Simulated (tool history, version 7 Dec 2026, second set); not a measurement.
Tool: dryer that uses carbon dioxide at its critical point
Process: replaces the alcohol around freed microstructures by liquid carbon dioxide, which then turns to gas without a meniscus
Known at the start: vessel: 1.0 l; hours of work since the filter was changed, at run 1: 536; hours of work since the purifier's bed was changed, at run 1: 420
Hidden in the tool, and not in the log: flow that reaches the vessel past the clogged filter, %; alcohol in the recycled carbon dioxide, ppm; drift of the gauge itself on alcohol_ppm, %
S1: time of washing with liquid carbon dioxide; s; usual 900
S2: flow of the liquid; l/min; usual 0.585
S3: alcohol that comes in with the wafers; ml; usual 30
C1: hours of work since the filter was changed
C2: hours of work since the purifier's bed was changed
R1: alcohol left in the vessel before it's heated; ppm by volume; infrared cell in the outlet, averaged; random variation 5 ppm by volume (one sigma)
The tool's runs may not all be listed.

run   hour    S1     S2   S3   C1   C2    R1
  1    0.0   900  0.585   30  536  420   226
  2    6.9   900  0.585   30  540  425   232
  3   23.1   900  0.585   30  551  435   241
  4   32.3   720  0.585   30  556  440   404
      46.0  -- inlet filter changed
  5   47.9  1020  0.585   30    1  449   190
  6   59.8  1020  0.585   30    9  457   191
  7   70.3  1020  0.585   30   15  463   214
  8   78.0  1020  0.585   30   20  468   207
  9   88.7  1020  0.585   30   27  475   218
 10  103.2   900  0.585   30   36  484   222
 11  114.8   900  0.585   30   43  491   225
 12  125.7   900  0.585   30   50  498   235
 13  134.0   900  0.585   30   55  503   228
 14  141.1   900  0.585   30   59  507   232
 15  147.9   900  0.585   30   63  512   233
 16  161.7   900  0.585   30   72  520   236
 17  169.6   900  0.585   30   77  525   251
 18  177.3   900  0.585   30   82  530   250
 19  188.8   900  0.585   41   89  537   255
 20  199.3   900  0.585   30   95  544   261
 21  211.8   900  0.585   30  103  551   255
 22  219.0   900  0.585   30  108  556   256
 23  230.9  1260  0.585   30  115  563   240
 24  241.0  1260  0.585   30  121  570   236
 25  252.4   780  0.391   57  128  577  1231
 26  261.4   660  0.933   25  134  582   244
 27  270.4   780  0.822   30  140  588   250
 28  280.7   780  0.822   30  146  594   259
 29  289.3   780  0.528   22  151  600   342
 30  297.9  1320  0.507  102  157  605   271
 31  310.0  1320  0.631   63  164  613   249
 32  321.0  1080  0.351   51  171  619   591
 33  336.3  1080  0.351   51  181  629   626
 34  344.1  1080  0.351   51  185  634   629
 35  356.2  1080  0.351   51  193  641   630
 36  370.5   900  0.393   34  202  650   608

The next listed run, before its measurement:
 37  384.0  1200  0.497  64  210  659   ?

R1: 296 ppm by volume
Without the tool's hidden state the same run would have given R1 19 ppm by volume.
